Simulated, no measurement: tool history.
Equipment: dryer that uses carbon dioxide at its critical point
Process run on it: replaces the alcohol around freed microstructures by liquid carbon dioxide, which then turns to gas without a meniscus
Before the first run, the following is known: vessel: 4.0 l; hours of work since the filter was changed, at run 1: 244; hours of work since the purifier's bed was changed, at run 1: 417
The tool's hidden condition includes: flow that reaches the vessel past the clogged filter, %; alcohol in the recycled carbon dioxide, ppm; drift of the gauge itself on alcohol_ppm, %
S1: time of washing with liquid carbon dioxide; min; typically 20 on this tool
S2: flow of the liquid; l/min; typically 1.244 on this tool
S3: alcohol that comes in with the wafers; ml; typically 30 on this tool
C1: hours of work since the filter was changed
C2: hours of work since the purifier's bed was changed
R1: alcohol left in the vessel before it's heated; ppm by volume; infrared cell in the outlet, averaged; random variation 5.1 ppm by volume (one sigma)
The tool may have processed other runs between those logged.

run 1 day=0.000 | S1=20 S2=1.244 S3=30 | C1=244 C2=417 | R1=89
run 2 day=0.450 | S1=20 S2=1.244 S3=64 | C1=252 C2=425 | R1=156
run 3 day=0.796 | S1=20 S2=1.244 S3=64 | C1=257 C2=430 | R1=159
run 4 day=1.150 | S1=20 S2=0.880 S3=30 | C1=263 C2=436 | R1=281
run 5 day=1.629 | S1=20 S2=0.880 S3=30 | C1=271 C2=444 | R1=291
run 6 day=2.025 | S1=20 S2=0.880 S3=30 | C1=278 C2=451 | R1=279
run 7 day=2.383 | S1=20 S2=0.880 S3=30 | C1=284 C2=456 | R1=281
run 8 day=2.983 | S1=20 S2=1.244 S3=74 | C1=293 C2=466 | R1=188
run 9 day=3.358 | S1=20 S2=1.244 S3=74 | C1=300 C2=473 | R1=185
run 10 day=3.833 | S1=24 S2=1.244 S3=74 | C1=307 C2=480 | R1=81
run 11 day=4.108 | S1=12 S2=1.244 S3=74 | C1=312 C2=485 | R1=1094
run 12 day=4.558 | S1=12 S2=1.244 S3=74 | C1=319 C2=492 | R1=1108
run 13 day=5.104 | S1=12 S2=1.244 S3=21 | C1=328 C2=501 | R1=333
run 14 day=5.558 | S1=12 S2=1.244 S3=21 | C1=336 C2=509 | R1=349
run 15 day=5.912 | S1=20 S2=1.244 S3=30 | C1=342 C2=515 | R1=89
run 16 day=6.354 | S1=20 S2=1.244 S3=30 | C1=349 C2=522 | R1=92
run 17 day=6.625 | S1=20 S2=1.244 S3=30 | C1=353 C2=526 | R1=103
run 18 day=7.067 | S1=20 S2=1.244 S3=30 | C1=361 C2=534 | R1=92
run 19 day=7.667 | S1=20 S2=1.244 S3=30 | C1=371 C2=544 | R1=100
run 20 day=8.188 | S1=20 S2=1.244 S3=30 | C1=379 C2=552 | R1=110
run 21 day=8.688 | S1=20 S2=1.244 S3=30 | C1=387 C2=560 | R1=85
run 22 day=8.992 | S1=20 S2=1.244 S3=30 | C1=392 C2=565 | R1=93
run 23 day=9.554 | S1=20 S2=1.244 S3=30 | C1=402 C2=575 | R1=97
run 24 day=10.012 | S1=20 S2=1.244 S3=30 | C1=409 C2=582 | R1=99
run 25 day=10.442 | S1=15 S2=1.090 S3=93 | C1=416 C2=589 | R1=1145
run 26 day=10.942 | S1=26 S2=1.950 S3=46 | C1=425 C2=598 | R1=35
run 27 day=11.442 | S1=26 S2=1.950 S3=46 | C1=433 C2=606 | R1=28
run 28 day=11.825 | S1=15 S2=1.950 S3=46 | C1=439 C2=612 | R1=71
run 29 day=12.317 | S1=15 S2=1.950 S3=46 | C1=447 C2=620 | R1=80
run 30 day=12.833 | S1=18 S2=0.990 S3=30 | C1=456 C2=629 | R1=308
run 31 day=13.392 | S1=18 S2=1.290 S3=48 | C1=465 C2=638 | R1=193
run 32 day=13.767 | S1=18 S2=1.290 S3=48 | C1=471 C2=644 | R1=200
run 33 day=14.296 | S1=23 S2=1.290 S3=48 | C1=480 C2=653 | R1=84
run 34 day=14.667 | S1=30 S2=1.244 S3=99 | C1=486 C2=659 | R1=58
run 35 day=15.258 | S1=30 S2=1.244 S3=99 | C1=496 C2=669 | R1=58
run 36 day=15.858 | S1=14 S2=1.110 S3=82 | C1=506 C2=679 | R1=1227
run 37 day=16.396 | S1=14 S2=1.110 S3=82 | C1=515 C2=687 | R1=1179
run 38 day=16.867 | S1=14 S2=1.390 S3=44 | C1=522 C2=695 | R1=348
-- day=17.238 inlet filter changed
run 39 day=17.529 | S1=31 S2=1.000 S3=80 | C1=5 C2=705 | R1=61
run 40 day=17.971 | S1=17 S2=1.000 S3=80 | C1=12 C2=713 | R1=690
run 41 day=18.288 | S1=25 S2=0.860 S3=57 | C1=17 C2=718 | R1=235
run 42 day=18.792 | S1=20 S2=1.560 S3=30 | C1=26 C2=726 | R1=51
run 43 day=19.367 | S1=22 S2=1.320 S3=73 | C1=35 C2=736 | R1=95
run 44 day=19.650 | S1=29 S2=1.210 S3=20 | C1=40 C2=740 | R1=40
run 45 day=20.104 | S1=29 S2=1.210 S3=20 | C1=47 C2=748 | R1=44
run 46 day=20.458 | S1=16 S2=1.244 S3=30 | C1=53 C2=754 | R1=180

How would selected steps in R1 from run to run divide? Give the signed amount a tool lacking its hidden state would still show from settings, what came in and random variation, and the signed amount left for the hidden state, including any gauge scatter that is not in both of the compared results.
Run 24 -> 25: S1 20 -> 15, S2 1.244 -> 1.090, S3 30 -> 93. R1 +1046 ppm by volume: hidden state +238, all else +808.
Run 25 -> 26: S1 15 -> 26, S2 1.090 -> 1.950, S3 93 -> 46. R1 -1110 ppm by volume: hidden state -260, all else -850.
Run 35 -> 36: S1 30 -> 14, S2 1.244 -> 1.110, S3 99 -> 82. R1 +1169 ppm by volume: hidden state +303, all else +866.
